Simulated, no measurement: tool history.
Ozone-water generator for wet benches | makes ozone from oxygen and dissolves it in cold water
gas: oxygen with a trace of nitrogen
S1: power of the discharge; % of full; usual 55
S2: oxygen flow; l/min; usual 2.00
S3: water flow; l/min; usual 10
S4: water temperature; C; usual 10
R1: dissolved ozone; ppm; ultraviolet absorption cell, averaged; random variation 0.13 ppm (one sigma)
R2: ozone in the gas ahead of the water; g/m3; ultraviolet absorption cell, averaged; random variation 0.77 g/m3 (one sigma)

run    hour  S1    S2  S3  S4    R1     R2
  1     0.0  55  2.00  10  10  13.1  117.7
  2    57.5  55  2.00  10   9  12.9  114.7
  3   127.9  55  2.00  10   9  13.1  115.5
  4   205.5  55  2.20  10  10  13.0  111.0
  5   275.5  45  2.00  10  10  10.9   97.7
      287.8  -- contactor cleaned
  6   334.5  45  2.00  10  10  10.7   96.0
  7   401.0  55  2.00  10  10  12.6  113.8
  8   448.6  55  2.00  10  10  12.8  114.1
  9   552.1  55  2.00  10  10  12.6  115.1
 10   617.6  64  1.10  10  10  12.4  174.5
 11   709.6  70  1.70  12   8  13.0  149.7
 12   781.0  70  1.77  12   8  12.9  147.0
      814.6  -- contactor cleaned, once more
 13   868.6  70  1.77  12   8  13.0  145.4
 14   975.7  70  1.77  12   8  13.2  146.3
 15  1047.0  55  1.11  10  10  11.0  149.8

4 ways to go on from here, each from the tool as it stands after run 15. What would each give?
  A  1148.4  48  1.11  10   8   ?   ?
  B  1148.4  55  1.57  15   9   ?   ?
  C  1148.4  74  2.76  10  10   ?   ?
  D  1148.4  55  1.85  10  10   ?   ?

run    R1     R2
  A  10.0  133.4
  B   7.9  126.1
  C  16.8  121.6
  D  12.3  116.5
Without the tool's hidden state the same runs would have given:
run    R1     R2
  A  10.6  139.2
  B   8.5  132.5
  C  18.2  129.9
  D  13.1  122.5
